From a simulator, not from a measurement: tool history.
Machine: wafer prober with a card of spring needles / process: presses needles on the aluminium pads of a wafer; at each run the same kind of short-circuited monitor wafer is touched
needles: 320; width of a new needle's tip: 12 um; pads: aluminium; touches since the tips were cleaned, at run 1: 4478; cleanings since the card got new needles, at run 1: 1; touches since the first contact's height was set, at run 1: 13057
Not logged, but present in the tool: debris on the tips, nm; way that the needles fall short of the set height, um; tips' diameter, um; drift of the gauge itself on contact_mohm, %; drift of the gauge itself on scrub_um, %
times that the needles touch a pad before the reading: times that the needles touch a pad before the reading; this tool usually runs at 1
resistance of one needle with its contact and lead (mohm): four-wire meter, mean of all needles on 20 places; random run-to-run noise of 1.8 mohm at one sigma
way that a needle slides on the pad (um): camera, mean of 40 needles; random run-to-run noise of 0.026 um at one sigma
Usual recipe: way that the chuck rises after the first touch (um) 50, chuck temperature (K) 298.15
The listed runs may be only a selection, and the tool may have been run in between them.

run	hour	way that the chuck rises after the first touch (um)	chuck temperature (K)	times that the needles touch a pad before the reading	touches since the tips were cleaned	cleanings since the card got new needles	touches since the first contact's height was set	resistance of one needle with its contact and lead (mohm)	way that a needle slides on the pad (um)
1	0	50	298.15	1	4478	1	13057	181	10.99
# hour 6.6: tips cleaned on abrasive film
2	8.9	50	298.15	1	924	2	16526	181	10.94
# hour 24.8: tips cleaned on abrasive film
3	24.8	50	298.15	1	0	3	22733	179	10.9
# hour 43.4: tips cleaned on abrasive film
4	44.6	50	298.15	1	479	4	30454	181	10.88
# hour 61.9: tips cleaned on abrasive film
5	61.9	50	298.15	1	0	5	37207	182	10.85
6	73.1	50	298.15	1	4388	5	41595	180	10.82
# hour 80.6: tips cleaned on abrasive film
7	85.7	50	298.15	1	2011	6	46499	181	10.74
8	93.7	50	298.15	1	5152	6	49640	180	10.76
# hour 99.9: tips cleaned on abrasive film
9	107.3	50	298.15	1	2942	7	54967	182	10.75
# hour 118.1: tips cleaned on abrasive film
10	119.7	50	298.15	1	636	8	59790	183	10.69
# hour 136.7: tips cleaned on abrasive film
11	139.5	50	298.15	1	1110	9	67516	178	10.67
12	149.7	50	298.15	1	5101	9	71507	180	10.66
# hour 155.2: tips cleaned on abrasive film
13	164.7	31	307.15	1	3737	10	77377	200	6.61
# hour 168.1: gauge calibrated
# hour 173.6: tips cleaned on abrasive film
14	181.4	31	307.15	1	3043	11	83880	196	6.75
# hour 191.8: tips cleaned on abrasive film
15	197.9	58	325.15	1	2399	12	90320	183	12.68
# hour 210: tips cleaned on abrasive film
16	213.1	34	392.15	2	1206	13	96262	218	7.36
# hour 225.1: height of the first contact set anew
17	226.3	30	318.15	1	6255	13	456	199	6.53
# hour 229.2: tips cleaned on abrasive film
18	238.7	61	320.15	3	3734	14	5289	182	13.16
# hour 248.2: tips cleaned on abrasive film
19	256.9	47	387.15	2	3389	15	12388	203	10.13
# hour 266.3: tips cleaned on abrasive film
20	274.5	36	314.15	2	3235	16	19286	194	7.77
# hour 285.2: tips cleaned on abrasive film
21	289.1	36	314.15	2	1516	17	24968	195	7.75
22	297.7	67	387.15	1	4893	17	28345	191	14.35

Here are 3 independent what-if runs from the current tool condition. What would each one return?
# hour 303.7: tips cleaned on abrasive film
A	310.7	49	298.15	2	2749	18	33391	?	?
# hour 303.7: tips cleaned on abrasive film
B	310.7	38	301.15	1	2749	18	33391	?	?
# hour 303.7: tips cleaned on abrasive film
C	310.7	50	350.15	1	2749	18	33391	?	?

run	resistance of one needle with its contact and lead (mohm)	way that a needle slides on the pad (um)
A	180	10.42
B	188	8.13
C	195	10.66
Stripped of hidden state, with their random variation kept, the same runs would have yielded:
run	resistance of one needle with its contact and lead (mohm)	way that a needle slides on the pad (um)
A	180	10.67
B	187	8.33
C	195	10.92

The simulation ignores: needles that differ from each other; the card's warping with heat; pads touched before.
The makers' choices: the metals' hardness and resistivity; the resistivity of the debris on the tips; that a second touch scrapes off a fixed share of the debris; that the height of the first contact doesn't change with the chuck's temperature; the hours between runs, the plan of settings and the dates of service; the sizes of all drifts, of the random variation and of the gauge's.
